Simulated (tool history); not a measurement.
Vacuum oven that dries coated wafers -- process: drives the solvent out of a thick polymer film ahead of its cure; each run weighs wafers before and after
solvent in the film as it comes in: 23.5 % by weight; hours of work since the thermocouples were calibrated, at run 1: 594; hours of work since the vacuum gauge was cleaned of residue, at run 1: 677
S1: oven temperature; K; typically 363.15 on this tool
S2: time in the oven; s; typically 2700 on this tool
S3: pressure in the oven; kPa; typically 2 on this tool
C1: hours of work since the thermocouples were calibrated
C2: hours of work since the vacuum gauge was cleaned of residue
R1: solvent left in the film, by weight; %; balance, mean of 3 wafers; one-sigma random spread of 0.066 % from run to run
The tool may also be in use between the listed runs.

run,day,S1,S2,S3,C1,C2,R1
1,0,363.15,2700,2,594,677,6.44
2,1.971,363.15,2700,4.67,614,698,7.93
3,4.517,363.15,2700,4.67,641,724,7.91
4,5.662,363.15,2700,4.67,652,736,7.89
5,6.846,363.15,2700,2,665,748,6.32
6,8.554,378.15,2700,2,682,766,2.36
7,10.85,359.15,2700,2,706,789,7.68
8,12.679,359.15,2700,2,725,808,7.65
9,13.875,359.15,3540,2,737,820,5.97
10,16.45,359.15,3540,2,764,847,5.89
11,19.008,363.15,4560,2,790,873,3.5
# day 20.821: oven's thermocouples calibrated
12,21.075,361.15,3600,1.18,3,894,4.73
13,23.208,352.15,1380,3.69,25,916,14.75
14,25.108,363.15,3540,2,44,935,4.86
15,26.358,363.15,3540,2,57,948,4.78

Branching from run 15: 4 alternative next runs. What would each branch give?
A,27.733,371.15,2580,4.96,71,962,?
B,27.733,363.15,2340,2,71,962,?
C,27.733,363.15,1380,2,71,962,?
D,27.733,353.15,4140,5.3,71,962,?

run,R1
A,5.66
B,7.4
C,10.81
D,9.89
Without the tool's unlogged condition, the same runs would have read:
run,R1
A,5.66
B,7.39
C,10.81
D,9.88
